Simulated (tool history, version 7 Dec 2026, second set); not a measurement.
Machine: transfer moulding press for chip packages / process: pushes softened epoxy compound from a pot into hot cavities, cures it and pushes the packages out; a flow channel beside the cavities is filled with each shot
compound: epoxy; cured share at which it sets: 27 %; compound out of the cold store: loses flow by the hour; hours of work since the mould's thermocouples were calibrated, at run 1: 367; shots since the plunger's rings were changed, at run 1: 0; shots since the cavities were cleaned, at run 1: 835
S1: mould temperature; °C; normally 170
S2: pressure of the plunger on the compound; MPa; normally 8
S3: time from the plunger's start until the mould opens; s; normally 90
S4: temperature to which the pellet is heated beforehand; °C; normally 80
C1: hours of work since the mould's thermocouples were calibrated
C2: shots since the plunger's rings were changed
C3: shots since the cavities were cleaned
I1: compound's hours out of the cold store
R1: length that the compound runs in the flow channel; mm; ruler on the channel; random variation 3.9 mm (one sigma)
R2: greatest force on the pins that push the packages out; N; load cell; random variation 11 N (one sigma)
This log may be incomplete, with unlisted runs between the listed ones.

Run 1, hour 0: usual settings; C1 367; C2 0; C3 835; I1 29.1. Result: R1 923 mm, R2 1042 N.
At hour 6.8: cavities cleaned with cleaning compound and waxed.
At hour 37.9: mould's thermocouples calibrated.
Run 2, hour 39: usual settings; C1 1; C2 483; C3 412; I1 41.5. Result: R1 871 mm, R2 1167 N.
Run 3, hour 69.6: usual settings; C1 22; C2 900; C3 829; I1 17.7. Result: R1 969 mm, R2 1144 N.
At hour 79.9: cavities cleaned with cleaning compound and waxed.
Run 4, hour 101.6: usual settings; C1 42; C2 1316; C3 295; I1 30.9. Result: R1 914 mm, R2 848 N.
At hour 123.3: cavities cleaned with cleaning compound and waxed, once more.
Run 5, hour 123.3: usual settings; C1 56; C2 1592; C3 0; I1 29.5. Result: R1 916 mm, R2 512 N.
Run 6, hour 145.1: usual settings but S2 6.33 MPa; C1 71; C2 1889; C3 297; I1 17.6. Result: R1 855 mm, R2 866 N.
Run 7, hour 164.6: usual settings; C1 84; C2 2155; C3 563; I1 47.4. Result: R1 832 mm, R2 980 N.
At hour 191.3: cavities cleaned with cleaning compound and waxed.
Run 8, hour 191.3: usual settings but S1 175 °C; C1 102; C2 2499; C3 0; I1 28.9. Result: R1 885 mm, R2 453 N.
Run 9, hour 210.2: usual settings but S1 175 °C; C1 114; C2 2755; C3 256; I1 32.3. Result: R1 876 mm, R2 715 N.
Run 10, hour 227.8: usual settings but S1 175 °C; C1 126; C2 2995; C3 496; I1 47.2. Result: R1 814 mm, R2 847 N.
Run 11, hour 254.8: usual settings but S2 8.58 MPa; C1 145; C2 3364; C3 865; I1 28.2. Result: R1 931 mm, R2 1050 N.
At hour 261.5: cavities cleaned with cleaning compound and waxed.
At hour 284.1: plunger's sealing rings changed.
Run 12, hour 285.6: usual settings; C1 163; C2 20; C3 295; I1 13.8. Result: R1 998 mm, R2 864 N.
Run 13, hour 313.7: usual settings but S1 171 °C, S2 6.23 MPa, S4 78 °C; C1 182; C2 404; C3 679; I1 22.1. Result: R1 843 mm, R2 991 N.
At hour 333.2: cavities cleaned with cleaning compound and waxed.
Run 14, hour 340.5: usual settings but S1 178 °C, S2 8.48 MPa, S3 113 s, S4 76 °C; C1 200; C2 748; C3 99; I1 41.9. Result: R1 869 mm, R2 547 N.
Run 15, hour 357.7: usual settings but S1 167 °C, S2 8.97 MPa, S3 127 s, S4 72 °C; C1 211; C2 983; C3 334; I1 19.7. Result: R1 1038 mm, R2 752 N.
Run 16, hour 373.1: usual settings but S1 172 °C, S2 6.09 MPa, S3 127 s, S4 74 °C; C1 222; C2 1193; C3 544; I1 18.6. Result: R1 831 mm, R2 818 N.
At hour 401.3: cavities cleaned with cleaning compound and waxed.
Run 17, hour 401.3: usual settings but S1 172 °C, S2 7.33 MPa, S3 80 s, S4 75 °C; C1 240; C2 1557; C3 0; I1 33.7. Result: R1 853 mm, R2 552 N.
Run 18, hour 431.2: usual settings but S1 172 °C, S2 7.33 MPa, S3 80 s, S4 75 °C; C1 260; C2 1964; C3 407; I1 33.1. Result: R1 852 mm, R2 1021 N.
Run 19, hour 458.7: usual settings but S2 7.34 MPa, S4 70 °C; C1 279; C2 2339; C3 782; I1 16.8. Result: R1 924 mm, R2 1077 N.
At hour 470.8: cavities cleaned with cleaning compound and waxed.
Run 20, hour 480.6: usual settings but S3 116 s, S4 90 °C; C1 293; C2 2618; C3 135; I1 37.4. Result: R1 877 mm, R2 586 N.
Run 21, hour 503.4: usual settings but S1 178 °C, S3 100 s, S4 76 °C; C1 309; C2 2928; C3 445; I1 42.5. Result: R1 821 mm, R2 797 N.
Run 22, hour 535.3: usual settings but S1 178 °C, S2 9.99 MPa, S3 100 s, S4 86 °C; C1 330; C2 3364; C3 881; I1 8.1. Result: R1 1082 mm, R2 901 N.
At hour 540: cavities cleaned with cleaning compound and waxed.
At hour 565.8: plunger's sealing rings changed.
Run 23, hour 568.1: usual settings but S1 177 °C, S2 8.1 MPa, S3 100 s, S4 87 °C; C1 350; C2 31; C3 348; I1 17.8. Result: R1 950 mm, R2 722 N.

How the hidden state differs across the entries between the runs, from the last listed run before each to the first after it:
Between runs 1 and 2: cavities cleaned with cleaning compound and waxed (hour 6.8); mould's thermocouples calibrated (hour 37.9)
  true mould temperature over the reading, C: 0 -> -0.16; pressure that reaches the compound, % of what is set: 99.67 -> 99.01; grip of the stained cavities, % over clean ones': 107.1 -> 132
  difference, measured minus the result without the unlogged condition, R1: -2 -> -4 mm; R2: +537 -> +670 N
Between runs 3 and 4: cavities cleaned with cleaning compound and waxed (hour 79.9)
  true mould temperature over the reading, C: -0.19 -> -0.23; pressure that reaches the compound, % of what is set: 98.43 -> 97.9; grip of the stained cavities, % over clean ones': 124.1 -> 67.5
  difference, measured minus the result without the unlogged condition, R1: -7 -> -9 mm; R2: +637 -> +344 N
Between runs 4 and 5: cavities cleaned with cleaning compound and waxed, once more (hour 123.3)
  true mould temperature over the reading, C: -0.23 -> -0.25; pressure that reaches the compound, % of what is set: 97.9 -> 97.49; grip of the stained cavities, % over clean ones': 67.5 -> 1.8
  difference, measured minus the result without the unlogged condition, R1: -9 -> -11 mm; R2: +344 -> +14 N
Between runs 7 and 8: cavities cleaned with cleaning compound and waxed (hour 191.3)
  true mould temperature over the reading, C: -0.29 -> -0.32; pressure that reaches the compound, % of what is set: 96.66 -> 96.18; grip of the stained cavities, % over clean ones': 93.8 -> 0.2
  difference, measured minus the result without the unlogged condition, R1: -14 -> -16 mm; R2: +476 -> +3 N
Between runs 11 and 12: cavities cleaned with cleaning compound and waxed (hour 261.5); plunger's sealing rings changed (hour 284.1)
  true mould temperature over the reading, C: -0.38 -> -0.41; pressure that reaches the compound, % of what is set: 94.94 -> 99.85; grip of the stained cavities, % over clean ones': 107 -> 63.9
  difference, measured minus the result without the unlogged condition, R1: -23 -> +1 mm; R2: +546 -> +346 N
Between runs 13 and 14: cavities cleaned with cleaning compound and waxed (hour 333.2)
  true mould temperature over the reading, C: -0.44 -> -0.46; pressure that reaches the compound, % of what is set: 99.33 -> 98.86; grip of the stained cavities, % over clean ones': 99.7 -> 27.1
  difference, measured minus the result without the unlogged condition, R1: -2 -> -3 mm; R2: +502 -> +116 N
Between runs 16 and 17: cavities cleaned with cleaning compound and waxed (hour 401.3)
  true mould temperature over the reading, C: -0.5 -> -0.52; pressure that reaches the compound, % of what is set: 98.19 -> 97.68; grip of the stained cavities, % over clean ones': 92 -> 2
  difference, measured minus the result without the unlogged condition, R1: -6 -> -8 mm; R2: +391 -> +23 N
Between runs 19 and 20: cavities cleaned with cleaning compound and waxed (hour 470.8)
  true mould temperature over the reading, C: -0.58 -> -0.6; pressure that reaches the compound, % of what is set: 96.6 -> 96.18; grip of the stained cavities, % over clean ones': 106.1 -> 35
  difference, measured minus the result without the unlogged condition, R1: -14 -> -15 mm; R2: +564 -> +154 N
Between runs 22 and 23: cavities cleaned with cleaning compound and waxed (hour 540); plunger's sealing rings changed (hour 565.8)
  true mould temperature over the reading, C: -0.66 -> -0.69; pressure that reaches the compound, % of what is set: 95.07 -> 99.73; grip of the stained cavities, % over clean ones': 108.1 -> 73.8
  difference, measured minus the result without the unlogged condition, R1: -25 -> +1 mm; R2: +466 -> +306 N
